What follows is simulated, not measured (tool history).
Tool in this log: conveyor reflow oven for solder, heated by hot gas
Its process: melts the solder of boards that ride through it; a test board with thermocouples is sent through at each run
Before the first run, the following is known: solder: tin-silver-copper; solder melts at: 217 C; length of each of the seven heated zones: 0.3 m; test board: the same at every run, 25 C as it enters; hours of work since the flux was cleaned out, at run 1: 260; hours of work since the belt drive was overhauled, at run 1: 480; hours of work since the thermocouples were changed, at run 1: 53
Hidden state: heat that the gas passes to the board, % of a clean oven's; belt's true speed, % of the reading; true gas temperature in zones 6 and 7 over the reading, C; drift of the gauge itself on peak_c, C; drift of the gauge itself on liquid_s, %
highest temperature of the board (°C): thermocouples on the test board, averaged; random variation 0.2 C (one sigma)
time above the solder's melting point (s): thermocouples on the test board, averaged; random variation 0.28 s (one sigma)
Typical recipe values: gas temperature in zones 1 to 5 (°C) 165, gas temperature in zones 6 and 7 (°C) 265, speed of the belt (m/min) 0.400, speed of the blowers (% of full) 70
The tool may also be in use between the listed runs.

run,day,gas temperature in zones 1 to 5 (°C),gas temperature in zones 6 and 7 (°C),speed of the belt (m/min),speed of the blowers (% of full),hours of work since the flux was cleaned out,hours of work since the belt drive was overhauled,hours of work since the thermocouples were changed,highest temperature of the board (°C),time above the solder's melting point (s)
1,0.000,165,265,0.400,70,260,480,53,241.3,50.8
2,1.462,165,265,0.400,70,282,502,76,241.1,50.8
3,2.925,165,265,0.400,70,305,524,98,241.0,50.9
4,3.938,165,265,0.400,70,320,540,113,240.9,50.5
5,5.000,165,265,0.400,70,336,556,129,240.7,50.7
6,5.646,173,265,0.400,70,346,566,139,242.9,55.8
# day 5.954: flux residue cleaned out of gas plates and filters
7,6.921,173,277,0.400,70,15,582,155,254.4,67.6
8,7.842,165,265,0.417,70,29,596,170,240.6,47.9
9,8.958,165,265,0.382,70,46,613,187,244.1,57.7
10,10.521,165,265,0.382,70,70,637,210,243.7,57.9
11,11.329,165,265,0.382,70,82,649,223,244.1,57.8
12,12.167,165,265,0.400,70,95,662,235,242.5,51.9
13,13.529,165,265,0.339,70,115,683,256,247.7,71.5
14,15.104,165,265,0.339,70,139,707,280,247.2,71.0
15,16.204,165,265,0.339,70,156,723,297,247.5,70.8
16,17.362,165,265,0.339,70,174,741,314,247.4,70.6
17,18.017,151,270,0.377,70,184,751,324,245.1,54.7
18,19.100,151,270,0.377,70,200,767,341,244.6,54.6
19,20.017,162,255,0.369,62,214,781,355,233.4,43.6
20,21.521,165,265,0.345,70,237,804,378,246.3,68.5
21,22.467,174,265,0.400,70,251,819,392,242.7,57.0
22,23.558,174,265,0.400,70,268,835,409,242.6,56.8
23,24.604,165,265,0.440,68,284,851,425,236.3,39.3
24,25.308,165,265,0.440,68,295,862,435,236.2,39.4
25,26.388,165,265,0.340,68,311,878,452,245.9,68.8
26,27.254,161,276,0.340,68,324,892,465,254.7,76.4
# day 28.975: flux residue cleaned out of gas plates and filters
27,28.975,161,263,0.340,68,0,915,488,244.8,66.7
28,29.979,161,263,0.340,68,15,930,503,244.9,66.7
29,31.362,161,263,0.340,68,36,951,524,245.0,66.7
30,32.388,161,263,0.340,68,52,967,540,245.1,66.2
31,33.750,165,273,0.457,70,73,987,561,242.4,44.7

Hidden state at the last listed run before each entry between runs and at the first one after, where it differs:
In the gap between runs 6 and 7: flux residue cleaned out of gas plates and filters (day 5.954)
  heat that the gas passes to the board, % of a clean oven's: 94.1 -> 99.7; belt's true speed, % of the reading: 98.86 -> 98.83; true gas temperature in zones 6 and 7 over the reading, C: -0.46 -> -0.5
  the result without the hidden state subtracted from the measured one, highest temperature of the board (°C): -1.7 -> +0.0; time above the solder's melting point (s): -1.9 -> +0.9
In the gap between runs 26 and 27: flux residue cleaned out of gas plates and filters (day 28.975)
  heat that the gas passes to the board, % of a clean oven's: 94.3 -> 99.9; belt's true speed, % of the reading: 98.22 -> 98.18; true gas temperature in zones 6 and 7 over the reading, C: -1.23 -> -1.28
  the result without the hidden state subtracted from the measured one, highest temperature of the board (°C): -2.2 -> -0.5; time above the solder's melting point (s): -1.0 -> +0.9
